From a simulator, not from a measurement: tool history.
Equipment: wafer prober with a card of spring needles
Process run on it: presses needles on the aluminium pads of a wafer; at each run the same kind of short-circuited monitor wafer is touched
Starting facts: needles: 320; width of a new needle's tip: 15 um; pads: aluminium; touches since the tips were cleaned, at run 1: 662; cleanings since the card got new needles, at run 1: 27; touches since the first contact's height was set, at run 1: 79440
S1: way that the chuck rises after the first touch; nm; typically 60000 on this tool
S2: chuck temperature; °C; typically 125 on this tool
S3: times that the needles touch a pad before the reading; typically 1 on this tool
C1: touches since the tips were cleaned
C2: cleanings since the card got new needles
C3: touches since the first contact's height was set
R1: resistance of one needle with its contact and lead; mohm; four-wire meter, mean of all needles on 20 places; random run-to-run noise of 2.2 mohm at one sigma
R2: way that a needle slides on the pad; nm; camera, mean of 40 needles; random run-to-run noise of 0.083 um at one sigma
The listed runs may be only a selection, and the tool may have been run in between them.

run,hour,S1,S2,S3,C1,C2,C3,R1,R2
1,0,60000,125,1,662,27,79440,263,8370
# hour 4: tips cleaned on abrasive film
# hour 10.4: tips cleaned on abrasive film
# hour 16.3: tips cleaned on abrasive film
2,19,60000,125,1,1326,30,88545,283,8460
# hour 22.9: tips cleaned on abrasive film
# hour 28.8: tips cleaned on abrasive film
# hour 34.7: tips cleaned on abrasive film
3,35,60000,125,1,158,33,96212,256,8230
# hour 40.2: tips cleaned on abrasive film
# hour 46.2: tips cleaned on abrasive film
4,48.8,60000,125,1,1292,35,102835,281,8290
# hour 51.5: tips cleaned on abrasive film
# hour 57.9: tips cleaned on abrasive film
5,58,60000,125,1,43,37,107206,256,8060
# hour 64.3: tips cleaned on abrasive film
# hour 70.5: tips cleaned on abrasive film
# hour 76.6: tips cleaned on abrasive film
6,77.2,60000,125,1,309,40,116438,257,8010
# hour 82.8: tips cleaned on abrasive film
# hour 88.6: tips cleaned on abrasive film
7,90.1,60000,33,1,742,42,122605,256,7970
# hour 94.8: tips cleaned on abrasive film
# hour 100.9: tips cleaned on abrasive film
# hour 107: tips cleaned on abrasive film
8,110.4,60000,33,2,1692,45,132376,251,7980
# hour 112.1: height of the first contact set anew
# hour 113.5: tips cleaned on abrasive film
# hour 119.2: tips cleaned on abrasive film
9,122.5,60000,33,2,1613,47,4992,245,8610
# hour 124.6: tips cleaned on abrasive film
# hour 130.2: tips cleaned on abrasive film
10,135,60000,33,2,2344,49,10990,258,8690
# hour 136.4: tips cleaned on abrasive film
# hour 141.8: tips cleaned on abrasive film
# hour 147.9: tips cleaned on abrasive film
# hour 153.3: tips cleaned on abrasive film
11,153.3,60000,33,2,0,53,19726,218,8640
# hour 159.1: tips cleaned on abrasive film
12,163.8,60000,33,2,2290,54,24781,262,8570
# hour 164.8: tips cleaned on abrasive film
# hour 170.5: tips cleaned on abrasive film
# hour 176.7: tips cleaned on abrasive film
# hour 182.4: tips cleaned on abrasive film
13,182.4,60000,125,1,0,58,33645,249,8560
# hour 188.8: tips cleaned on abrasive film
# hour 195: tips cleaned on abrasive film
14,196.7,60000,125,1,864,60,40538,272,8580
# hour 201.6: tips cleaned on abrasive film
# hour 207.6: tips cleaned on abrasive film
# hour 213.7: tips cleaned on abrasive film
15,213.9,60000,125,1,90,63,48744,256,8300
# hour 220.1: tips cleaned on abrasive film
# hour 226.5: tips cleaned on abrasive film
16,227.2,60000,125,1,373,65,55148,261,8490
# hour 232.2: tips cleaned on abrasive film
# hour 238.3: tips cleaned on abrasive film
# hour 243.9: tips cleaned on abrasive film
17,244.4,60000,125,1,234,68,63365,264,8490
# hour 250.4: tips cleaned on abrasive film
# hour 256.5: tips cleaned on abrasive film
18,257.4,47000,119,2,423,70,69580,275,6430
# hour 262.7: tips cleaned on abrasive film
# hour 269.3: tips cleaned on abrasive film
19,273.5,60000,61,1,2050,72,77361,300,8330
# hour 274.8: tips cleaned on abrasive film
# hour 281.4: tips cleaned on abrasive film
# hour 287.3: tips cleaned on abrasive film
20,288.9,60000,61,1,823,75,84731,262,8210
# hour 292.7: tips cleaned on abrasive film
# hour 298.8: tips cleaned on abrasive film
21,298.8,56000,35,1,0,77,89426,234,7660
# hour 305.1: tips cleaned on abrasive film
22,308.6,56000,35,1,1749,78,94181,301,7760
# hour 311.4: tips cleaned on abrasive film
# hour 317.7: tips cleaned on abrasive film
# hour 323.9: tips cleaned on abrasive film
23,324,56000,35,1,32,81,101498,230,7650
# hour 330.1: tips cleaned on abrasive film
# hour 336.6: tips cleaned on abrasive film
24,337.6,56000,35,1,500,83,108043,252,7520
# hour 342.5: tips cleaned on abrasive film
# hour 349.2: tips cleaned on abrasive film
# hour 355.7: tips cleaned on abrasive film
25,356.6,56000,35,1,447,86,117175,252,7600
# hour 361.7: tips cleaned on abrasive film
# hour 368: tips cleaned on abrasive film
# hour 373.4: tips cleaned on abrasive film
26,375.6,60000,47,2,1088,89,126275,261,8030
# hour 379.4: tips cleaned on abrasive film
# hour 384.8: tips cleaned on abrasive film
27,388.3,60000,47,2,1684,91,132346,270,8010
# hour 389.9: height of the first contact set anew
# hour 391: tips cleaned on abrasive film
# hour 397: tips cleaned on abrasive film
28,400.2,78000,57,3,1593,93,4950,233,11280

Some steps in R1, run to run, broken into two amounts with sign: the step expected even without the hidden condition (settings, incoming material, random variation), and the rest, left for the hidden condition together with whatever gauge scatter is not in both the measured and the hidden-condition-free result:
The tool's hidden condition here consists of: debris on the tips, nm; way that the needles fall short of the set height, um; tips' diameter, um; drift of the gauge itself on contact_mohm, %; drift of the gauge itself on scrub_um, %.
Run 21 -> 22: tips cleaned on abrasive film. R1 +67 mohm: hidden state +67, all else +0.
Run 22 -> 23: tips cleaned on abrasive film, tips cleaned on abrasive film, tips cleaned on abrasive film. R1 -71 mohm: hidden state -70, all else -1.
